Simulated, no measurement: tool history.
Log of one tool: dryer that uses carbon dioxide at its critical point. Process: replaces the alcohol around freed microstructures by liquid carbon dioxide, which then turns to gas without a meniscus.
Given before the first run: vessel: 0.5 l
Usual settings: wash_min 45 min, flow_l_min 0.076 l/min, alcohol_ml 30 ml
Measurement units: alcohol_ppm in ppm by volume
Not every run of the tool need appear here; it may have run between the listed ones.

run	hour	wash_min	flow_l_min	alcohol_ml	alcohol_ppm
1	0	45	0.076	30	566
2	55.2	45	0.076	30	631
3	101.8	45	0.076	30	673
# hour 143.3: inlet filter changed
4	144	45	0.076	30	425
5	205.4	45	0.076	30	479
6	235.8	45	0.076	30	517
7	268.5	45	0.076	30	514
8	331.4	45	0.076	30	563
9	361.5	45	0.076	30	579
10	412	45	0.076	30	641
11	460.7	45	0.076	30	676
12	489.1	45	0.076	30	729
13	535.2	45	0.076	37	947
# hour 561.9: inlet filter changed
14	582.1	45	0.076	37	591
15	626.9	45	0.076	37	640
16	658.5	67	0.076	30	125
17	713.4	67	0.076	30	138
18	765.2	45	0.076	24	548
19	795.5	45	0.076	30	669
20	829.7	45	0.076	30	698
21	873.5	45	0.076	30	741
22	923.7	45	0.076	30	792
# hour 980.8: inlet filter changed
23	982.7	45	0.076	30	519
24	1035.3	45	0.076	46	797
25	1083.4	45	0.076	46	840
26	1129.8	45	0.076	46	901
27	1157.6	36	0.076	43	2093
28	1212.3	36	0.09	109	2867
29	1262.8	44	0.0991	30	332
30	1324.4	44	0.0991	29	354
31	1375.9	44	0.0991	29	377
# hour 1401.3: inlet filter changed
32	1427.6	39	0.0722	73	2519
33	1465.3	39	0.0722	73	2732
34	1506.8	39	0.0722	73	2826
35	1552.8	39	0.0697	73	3328
36	1611.5	45	0.0707	40	1171
37	1666.3	45	0.0707	40	1239
38	1724.1	72	0.076	35	240
39	1783.9	31	0.076	41	4079
# hour 1819.7: inlet filter changed
40	1826.4	33	0.076	30	1799
41	1869.1	33	0.076	30	1886
42	1910.8	45	0.076	34	762
43	1976.5	45	0.076	34	822
44	2023.3	34	0.1244	101	959
# hour 2082.7: purifier's bed changed
45	2085	53	0.0567	107	3519

Below are 5 alternative next runs, each starting from the tool's condition after run 45. Predict each:
A	2143.4	33	0.1237	103	?
B	2143.4	44	0.0981	90	?
C	2143.4	45	0.0911	42	?
D	2143.4	45	0.1011	35	?
E	2143.4	45	0.0688	30	?

run	alcohol_ppm
A	1096
B	659
C	388
D	193
E	987
Without the tool's unlogged condition, the same runs would have read:
run	alcohol_ppm
A	631
B	363
C	216
D	99
E	638
